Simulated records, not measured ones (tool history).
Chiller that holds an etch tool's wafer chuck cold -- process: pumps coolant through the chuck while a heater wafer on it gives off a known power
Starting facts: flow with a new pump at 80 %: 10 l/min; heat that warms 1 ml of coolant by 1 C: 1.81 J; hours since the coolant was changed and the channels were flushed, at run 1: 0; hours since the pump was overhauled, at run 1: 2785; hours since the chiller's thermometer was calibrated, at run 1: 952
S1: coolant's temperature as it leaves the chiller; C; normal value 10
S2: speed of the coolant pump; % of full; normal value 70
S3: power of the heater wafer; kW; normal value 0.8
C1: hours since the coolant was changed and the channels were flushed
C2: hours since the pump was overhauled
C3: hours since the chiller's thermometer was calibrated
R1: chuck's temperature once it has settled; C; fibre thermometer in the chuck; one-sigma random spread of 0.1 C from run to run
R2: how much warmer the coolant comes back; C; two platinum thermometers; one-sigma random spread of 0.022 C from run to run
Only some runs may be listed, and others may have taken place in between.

Run 1, hour 0: usual settings; C1 0; C2 2785; C3 952. Result: R1 16.7 C, R2 3.19 C.
Run 2, hour 143.4: usual settings; C1 143; C2 2929; C3 1095. Result: R1 16.8 C, R2 3.19 C.
Run 3, hour 208.1: usual settings; C1 208; C2 2993; C3 1160. Result: R1 16.8 C, R2 3.17 C.
Run 4, hour 353.9: usual settings but S2 89 % of full; C1 354; C2 3139; C3 1306. Result: R1 15.5 C, R2 2.44 C.
Run 5, hour 427.2: usual settings but S2 64 % of full; C1 427; C2 3212; C3 1379. Result: R1 17 C, R2 3.54 C.
Run 6, hour 550.4: usual settings but S2 64 % of full; C1 550; C2 3336; C3 1503. Result: R1 17.2 C, R2 3.56 C.
Run 7, hour 695.7: usual settings but S2 64 % of full, S3 0.887 kW; C1 696; C2 3481; C3 1648. Result: R1 18 C, R2 3.92 C.
Run 8, hour 801.8: usual settings but S1 19 C, S3 0.656 kW; C1 802; C2 3587; C3 1754. Result: R1 24.6 C, R2 2.64 C.
At hour 815.5: coolant pump overhauled.
Run 9, hour 912.3: usual settings but S1 19 C, S3 0.656 kW; C1 907; C2 97; C3 1859. Result: R1 24.8 C, R2 2.78 C.
Run 10, hour 984.4: usual settings but S1 14 C, S2 71 % of full, S3 0.866 kW; C1 979; C2 169; C3 1932. Result: R1 21.5 C, R2 3.54 C.
Run 11, hour 1051.9: usual settings but S1 1 C, S2 76 % of full, S3 0.954 kW; C1 1047; C2 236; C3 1999. Result: R1 8.8 C, R2 3.66 C.

5 ways to go on from here, each from the tool as it stands after run 11. What would each give?
At hour 1135.4: coolant pump overhauled, once more.
Run A, hour 1180.5: usual settings but S1 13 C, S2 80 % of full; C1 1170; C2 45; C3 2123. Result: R1 ?, R2 ?.
At hour 1135.4: coolant pump overhauled, once more.
Run B, hour 1180.5: usual settings but S1 19 C, S2 91 % of full, S3 0.954 kW; C1 1170; C2 45; C3 2123. Result: R1 ?, R2 ?.
At hour 1135.4: coolant pump overhauled, once more.
Run C, hour 1180.5: usual settings but S1 19 C, S3 0.455 kW; C1 1170; C2 45; C3 2123. Result: R1 ?, R2 ?.
At hour 1135.4: coolant pump overhauled, once more.
Run D, hour 1180.5: usual settings but S1 18 C; C1 1170; C2 45; C3 2123. Result: R1 ?, R2 ?.
At hour 1135.4: coolant pump overhauled, once more.
Run E, hour 1180.5: usual settings but S1 11 C, S2 67 % of full, S3 0.954 kW; C1 1170; C2 45; C3 2123. Result: R1 ?, R2 ?.

run    R1    R2
  A  18.9  2.68
  B  25.6   2.8
  C  22.8  1.75
  D  24.6  3.14
  E  19.3  3.86
Take away the tool's hidden state, keep each run's random variation, and the runs would have read:
run    R1    R2
  A  18.8  2.66
  B  25.4  2.79
  C  22.8  1.74
  D  24.5  3.12
  E  19.1  3.83
